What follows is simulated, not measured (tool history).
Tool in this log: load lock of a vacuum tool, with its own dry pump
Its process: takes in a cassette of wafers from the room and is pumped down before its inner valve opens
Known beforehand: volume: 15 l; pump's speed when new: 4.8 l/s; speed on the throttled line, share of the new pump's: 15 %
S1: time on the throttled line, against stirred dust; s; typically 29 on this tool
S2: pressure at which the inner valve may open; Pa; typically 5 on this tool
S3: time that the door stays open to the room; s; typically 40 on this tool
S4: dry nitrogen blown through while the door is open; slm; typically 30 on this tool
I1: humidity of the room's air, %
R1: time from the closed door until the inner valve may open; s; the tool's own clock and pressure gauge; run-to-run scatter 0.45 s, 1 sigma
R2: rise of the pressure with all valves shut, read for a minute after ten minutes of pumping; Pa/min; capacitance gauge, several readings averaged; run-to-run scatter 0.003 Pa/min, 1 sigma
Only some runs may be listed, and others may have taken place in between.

| run | hour | S1 | S2 | S3 | S4 | I1 | R1 | R2 |
|---|---|---|---|---|---|---|---|---|
| 1 | 0 | 29 | 5 | 40 | 30 | 45.3 | 57.3 | 0.021 |
| 2 | 268.4 | 29 | 5 | 40 | 30 | 44.8 | 58.4 | 0.02 |
| 3 | 450.1 | 29 | 5 | 40 | 30 | 44.6 | 57.4 | 0.021 |
| 4 | 750.8 | 29 | 5 | 40 | 30 | 45.6 | 58 | 0.021 |
| 5 | 1141.2 | 29 | 5 | 40 | 30 | 44.3 | 58.9 | 0.02 |
| 6 | 1321.7 | 29 | 5 | 60 | 30 | 40.2 | 58.1 | 0.02 |
| 7 | 1505.6 | 29 | 5 | 40 | 30 | 43.9 | 58.5 | 0.028 |
| 8 | 1735.2 | 29 | 5 | 40 | 30 | 43.1 | 58.1 | 0.021 |
| 9 | 2124.7 | 29 | 7 | 40 | 30 | 45.9 | 57.9 | 0.024 |
| 10 | 2437.1 | 29 | 7 | 40 | 30 | 46.1 | 57.3 | 0.022 |
| 11 | 2797.3 | 21 | 5 | 40 | 30 | 47.3 | 51.8 | 0.027 |
| 12 | 3156.9 | 29 | 5 | 42 | 30 | 43.6 | 59.1 | 0.023 |
| 13 | 3440.8 | 29 | 5 | 42 | 30 | 48.4 | 59.7 | 0.033 |
| 14 | 3672.9 | 29 | 5 | 40 | 30 | 48.6 | 59.9 | 0.034 |
| 15 | 3922.2 | 29 | 5 | 40 | 30 | 41.8 | 59.5 | 0.03 |
| 16 | 4233.8 | 29 | 6 | 40 | 30 | 46.6 | 59.2 | 0.03 |
| 17 | 4551.9 | 29 | 6 | 40 | 30 | 46.5 | 58.7 | 0.036 |
| 18 | 4837.4 | 29 | 6 | 40 | 30 | 47.4 | 58.4 | 0.031 |
| 19 | 5130.9 | 29 | 6 | 40 | 30 | 43.8 | 58.6 | 0.036 |
| 20 | 5479.7 | 34 | 6 | 104 | 16 | 43.8 | 64 | 0.047 |
| 21 | 5853.8 | 22 | 5 | 172 | 9 | 43 | 54.3 | 0.072 |
| 22 | 6098.2 | 22 | 5 | 172 | 24 | 46.5 | 53.9 | 0.059 |
| 23 | 6289.6 | 40 | 5 | 159 | 24 | 41.1 | 69.4 | 0.047 |
| 24 | 6490.5 | 40 | 5 | 204 | 4 | 44.4 | 70.1 | 0.098 |
| 25 | 6761.1 | 40 | 5 | 204 | 4 | 44.2 | 69.6 | 0.106 |
| 26 | 7018.6 | 18 | 5 | 150 | 30 | 44.9 | 51.6 | 0.056 |
| 27 | 7218 | 18 | 5 | 150 | 30 | 45.2 | 51.6 | 0.06 |
| 28 | 7508 | 18 | 5 | 150 | 30 | 44.8 | 51.7 | 0.055 |
| 29 | 7668.4 | 18 | 6 | 40 | 14 | 44.9 | 51.2 | 0.054 |
| 30 | 8054.6 | 29 | 6 | 40 | 7 | 40.6 | 61.1 | 0.055 |
| 31 | 8247 | 33 | 8 | 116 | 12 | 47.2 | 63.5 | 0.069 |
| 32 | 8524.9 | 33 | 8 | 116 | 12 | 45.8 | 61.9 | 0.075 |
| 33 | 8884 | 15 | 6 | 236 | 5 | 45.3 | 48.3 | 0.111 |
| 34 | 9214.1 | 29 | 8 | 100 | 30 | 46.7 | 59.4 | 0.059 |
| 35 | 9534.9 | 14 | 7 | 70 | 30 | 41 | 48.8 | 0.054 |
| 36 | 9707.1 | 14 | 7 | 70 | 30 | 44.5 | 47.5 | 0.057 |
| 37 | 10025.2 | 14 | 7 | 70 | 30 | 43 | 48.2 | 0.064 |

What if the next run were any one of these 4? Each begins from the tool's condition after run 37:
| A | 10370.5 | 48 | 8 | 57 | 30 | 47 | ? | ? |
| B | 10370.5 | 39 | 4 | 40 | 20 | 46.5 | ? | ? |
| C | 10370.5 | 47 | 5 | 70 | 30 | 42.5 | ? | ? |
| D | 10370.5 | 25 | 5 | 40 | 17 | 47.8 | ? | ? |

| run | R1 | R2 |
|---|---|---|
| A | 74.9 | 0.06 |
| B | 70.6 | 0.061 |
| C | 76.4 | 0.064 |
| D | 58.8 | 0.065 |
The same runs, with their run-to-run variation unchanged, on a tool lacking any hidden condition would have given:
| run | R1 | R2 |
|---|---|---|
| A | 69.9 | 0.016 |
| B | 64.6 | 0.016 |
| C | 71 | 0.019 |
| D | 52.6 | 0.02 |
